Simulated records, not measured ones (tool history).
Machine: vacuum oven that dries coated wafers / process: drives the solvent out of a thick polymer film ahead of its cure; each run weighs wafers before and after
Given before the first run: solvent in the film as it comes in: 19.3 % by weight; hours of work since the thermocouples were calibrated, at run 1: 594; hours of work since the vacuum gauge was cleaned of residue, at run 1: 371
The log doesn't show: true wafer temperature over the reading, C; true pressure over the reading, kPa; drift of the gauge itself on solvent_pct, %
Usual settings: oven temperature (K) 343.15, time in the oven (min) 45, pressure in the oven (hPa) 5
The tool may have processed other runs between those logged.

run,hour,oven temperature (K),time in the oven (min),pressure in the oven (hPa),hours of work since the thermocouples were calibrated,hours of work since the vacuum gauge was cleaned of residue,solvent left in the film (%)
1,0,343.15,45,5,594,371,2.23
2,19.9,343.15,45,5,608,385,2.36
3,46.2,343.15,45,5,626,403,2.37
# hour 59.7: oven's thermocouples calibrated
4,78.7,343.15,45,5,13,424,2.35
5,106.7,343.15,45,17.96,33,443,3.87
6,137.5,343.15,45,17.96,54,465,3.86
7,158.6,343.15,45,17.96,69,479,3.94
8,190.4,346.15,45,5,91,501,1.69
9,211.4,343.15,45,5,105,516,2.53
10,247.8,343.15,59,5,130,541,1.65
11,290.3,343.15,59,5,160,570,1.66
12,332.9,343.15,59,17.59,189,600,3.14
13,353.6,343.15,59,17.59,204,614,3.21
14,385.4,343.15,59,17.59,226,636,3.23
15,432.3,343.15,45,5,258,669,2.5
16,451.7,343.15,24,5,272,682,5.41
17,470.5,343.15,24,5,285,695,5.5
18,512.6,343.15,24,5,314,724,5.57
19,549.7,343.15,45,4.82,339,750,2.68
20,588.9,343.15,45,4.82,367,777,2.51
21,617.5,343.15,45,5,386,797,2.49
22,646,343.15,45,5,406,817,2.58
23,676.6,353.15,33,15.17,427,838,1.9
24,713.7,331.15,51,3.17,453,864,7.18
25,738.4,331.15,51,3.17,470,881,7.31
26,783.6,331.15,51,3.17,502,912,7.38
27,802.7,331.15,51,3.17,515,925,7.4
28,829,343.15,36,7.68,533,944,3.85
29,863.6,328.15,45,14.18,557,968,11.17
30,907.4,328.15,45,14.18,587,998,10.96
31,931.1,328.15,45,14.18,604,1014,11.13
32,961,342.15,62,4.22,624,1035,1.98
# hour 976.1: oven's thermocouples calibrated
33,993.3,342.15,45,17.48,12,1056,4.14
34,1014.9,345.15,45,4.75,27,1071,1.71
35,1053.5,345.15,45,4.75,54,1098,1.74
36,1075.4,343.15,25,13.2,69,1113,5.89
37,1110.4,343.15,25,13.2,93,1137,5.95
38,1143.5,342.15,54,7.93,116,1160,2.57
39,1169.9,342.15,54,7.93,134,1178,2.61
40,1198.4,332.15,34,9.85,154,1198,9.41

Expected results for the next run?
41,1238.7,337.15,45,5,182,1226,?

{"run 41": {"solvent left in the film (%)": 4.88}}
Had the tool carried no hidden state, the very same run would have given solvent left in the film (%) 4.44.

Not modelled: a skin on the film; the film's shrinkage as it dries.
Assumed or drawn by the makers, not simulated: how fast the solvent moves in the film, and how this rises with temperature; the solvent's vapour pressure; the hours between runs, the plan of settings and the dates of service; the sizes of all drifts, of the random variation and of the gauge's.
